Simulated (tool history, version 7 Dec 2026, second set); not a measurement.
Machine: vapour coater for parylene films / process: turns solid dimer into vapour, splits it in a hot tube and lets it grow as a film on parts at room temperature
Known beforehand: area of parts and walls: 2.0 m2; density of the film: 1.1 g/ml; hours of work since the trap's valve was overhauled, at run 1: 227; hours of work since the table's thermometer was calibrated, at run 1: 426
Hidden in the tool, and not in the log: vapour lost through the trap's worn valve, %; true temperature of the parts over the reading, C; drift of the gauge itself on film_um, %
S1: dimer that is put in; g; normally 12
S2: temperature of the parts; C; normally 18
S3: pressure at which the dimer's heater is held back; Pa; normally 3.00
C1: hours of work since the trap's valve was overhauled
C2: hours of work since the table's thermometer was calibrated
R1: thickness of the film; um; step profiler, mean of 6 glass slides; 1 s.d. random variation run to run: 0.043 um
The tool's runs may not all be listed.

| run | day | S1 | S2 | S3 | C1 | C2 | R1 |
|---|---|---|---|---|---|---|---|
| 1 | 0.000 | 12 | 18 | 3.00 | 227 | 426 | 4.56 |
| 2 | 0.683 | 12 | 18 | 3.00 | 237 | 436 | 4.57 |
| 3 | 1.954 | 9 | 18 | 3.00 | 255 | 454 | 3.40 |
| 4 | 3.138 | 12 | 18 | 2.48 | 272 | 470 | 4.70 |
| 5 | 4.025 | 12 | 18 | 2.48 | 284 | 483 | 4.74 |
| 6 | 5.258 | 16 | 18 | 3.00 | 302 | 501 | 6.08 |
| 7 | 5.838 | 12 | 18 | 3.00 | 310 | 509 | 4.54 |
| 8 | 6.921 | 12 | 18 | 3.00 | 326 | 524 | 4.47 |
| 9 | 7.738 | 12 | 18 | 3.00 | 337 | 536 | 4.48 |
| 10 | 8.329 | 12 | 18 | 3.00 | 346 | 544 | 4.48 |
| 11 | 9.483 | 12 | 18 | 4.82 | 362 | 561 | 4.15 |
| 12 | 10.508 | 12 | 18 | 4.82 | 377 | 575 | 4.09 |
| 13 | 11.488 | 12 | 18 | 4.82 | 390 | 589 | 4.08 |
|  | 11.975 | trap's valve overhauled |
| 14 | 12.558 | 12 | 18 | 4.82 | 8 | 602 | 4.40 |
| 15 | 13.346 | 12 | 18 | 4.82 | 19 | 613 | 4.42 |
| 16 | 14.333 | 12 | 18 | 3.00 | 33 | 627 | 4.81 |
| 17 | 15.150 | 13 | 16 | 3.00 | 45 | 639 | 5.28 |
| 18 | 16.017 | 13 | 16 | 3.00 | 57 | 651 | 5.38 |
| 19 | 17.129 | 16 | 14 | 8.00 | 73 | 667 | 5.75 |
| 20 | 18.392 | 16 | 14 | 8.00 | 91 | 685 | 5.78 |
| 21 | 19.558 | 16 | 14 | 8.00 | 108 | 701 | 5.69 |
| 22 | 20.579 | 16 | 14 | 8.00 | 122 | 716 | 5.70 |
| 23 | 21.133 | 5 | 18 | 2.61 | 130 | 724 | 2.04 |
| 24 | 21.721 | 12 | 26 | 2.07 | 138 | 732 | 4.29 |
| 25 | 22.604 | 12 | 26 | 2.07 | 151 | 745 | 4.27 |
| 26 | 23.692 | 12 | 26 | 2.07 | 166 | 760 | 4.14 |
| 27 | 24.800 | 12 | 26 | 2.07 | 182 | 776 | 4.21 |
| 28 | 25.762 | 12 | 26 | 2.07 | 196 | 790 | 4.25 |
| 29 | 26.892 | 8 | 16 | 5.27 | 212 | 806 | 2.86 |
| 30 | 27.429 | 19 | 11 | 6.26 | 220 | 813 | 7.20 |
| 31 | 28.317 | 12 | 18 | 3.00 | 232 | 826 | 4.55 |
| 32 | 29.242 | 13 | 18 | 3.00 | 245 | 839 | 4.94 |

5 options for the next run, each taken on its own from the tool as it stands now. Forecast them:
| A | 30.529 | 13 | 24 | 3.00 | 264 | 857 | ? |
| B | 30.529 | 6 | 24 | 3.26 | 264 | 857 | ? |
| C | 30.529 | 9 | 11 | 3.00 | 264 | 857 | ? |
| D | 30.529 | 13 | 18 | 3.00 | 264 | 857 | ? |
| E | 30.529 | 16 | 18 | 3.00 | 264 | 857 | ? |

| run | R1 |
|---|---|
| A | 4.43 |
| B | 2.00 |
| C | 3.82 |
| D | 5.00 |
| E | 6.02 |
Had the tool no hidden state, the same runs would have come out as:
| run | R1 |
|---|---|
| A | 4.65 |
| B | 2.09 |
| C | 4.04 |
| D | 5.24 |
| E | 6.32 |
